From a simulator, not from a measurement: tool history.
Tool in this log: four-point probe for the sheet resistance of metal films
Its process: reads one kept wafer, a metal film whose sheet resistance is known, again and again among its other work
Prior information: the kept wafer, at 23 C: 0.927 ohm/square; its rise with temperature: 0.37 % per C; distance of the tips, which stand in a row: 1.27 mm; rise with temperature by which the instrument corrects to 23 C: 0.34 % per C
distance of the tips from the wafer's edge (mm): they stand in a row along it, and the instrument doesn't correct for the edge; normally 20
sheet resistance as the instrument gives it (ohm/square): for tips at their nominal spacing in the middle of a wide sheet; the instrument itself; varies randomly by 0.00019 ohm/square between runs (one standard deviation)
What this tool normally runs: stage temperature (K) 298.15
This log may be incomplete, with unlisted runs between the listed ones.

run   hour  stage temperature (K)  distance of the tips from the wafer's edge (mm)  sheet resistance as the instrument gives it (ohm/square)
  1      0                 298.15                                               20                                                  0.932434
  2   32.4                 298.15                                               20                                                  0.932044
  3   71.9                 298.15                                               20                                                  0.932528
  4  114.8                 298.15                                                4                                                  0.978342
  5  136.3                 298.15                                                4                                                  0.978148
  6  164.1                 298.15                                               10                                                  0.938453
  7  209.8                 293.15                                               10                                                  0.937046
     232.6  -- stage's thermometer calibrated
  8  239.5                 307.15                                               20                                                  0.933703
  9  276.2                 307.15                                               20                                                  0.933419
 10  318.9                 298.15                                                4                                                  0.976543
 11    353                 298.15                                                4                                                  0.976727
 12    383                 304.15                                               69                                                  0.931022
 13  423.7                 293.15                                                5                                                   0.95873
 14  450.6                 293.15                                                5                                                  0.959332
 15  476.4                 293.15                                                5                                                  0.958777
 16  514.6                 293.15                                                5                                                  0.958812
 17  541.1                 305.15                                               16                                                   0.93499
 18  575.4                 307.15                                               20                                                  0.934053
 19    620                 307.15                                                4                                                  0.980537
 20  659.3                 295.15                                               12                                                   0.93465
 21  678.6                 295.15                                               12                                                  0.934143

Below, some changes in sheet resistance as the instrument gives it (ohm/square) between adjacent runs. For each, the amount present without the hidden state too (settings, incoming material, random variation) and the amount remaining for the hidden state with gauge scatter not shared by both compared results:
Unlogged tool condition in this case: inner tips' distance over the nominal, %; tips' flats over new ones', %; wafer's true temperature over the reading, C; drift of the gauge itself on sheet_ohm, %.
Run 3 -> 4: distance of the tips from the wafer's edge (mm) 20 -> 4. sheet resistance as the instrument gives it (ohm/square) +0.045814: hidden state +0.000211, all else +0.045603.
Run 7 -> 8: stage temperature (K) 293.15 -> 307.15, distance of the tips from the wafer's edge (mm) 10 -> 20, stage's thermometer calibrated. sheet resistance as the instrument gives it (ohm/square) -0.003343: hidden state -0.001829, all else -0.001514.
Run 18 -> 19: distance of the tips from the wafer's edge (mm) 20 -> 4. sheet resistance as the instrument gives it (ohm/square) +0.046484: hidden state +0.000154, all else +0.04633.
Run 19 -> 20: stage temperature (K) 307.15 -> 295.15, distance of the tips from the wafer's edge (mm) 4 -> 12. sheet resistance as the instrument gives it (ohm/square) -0.045887: hidden state -0.000016, all else -0.045871.
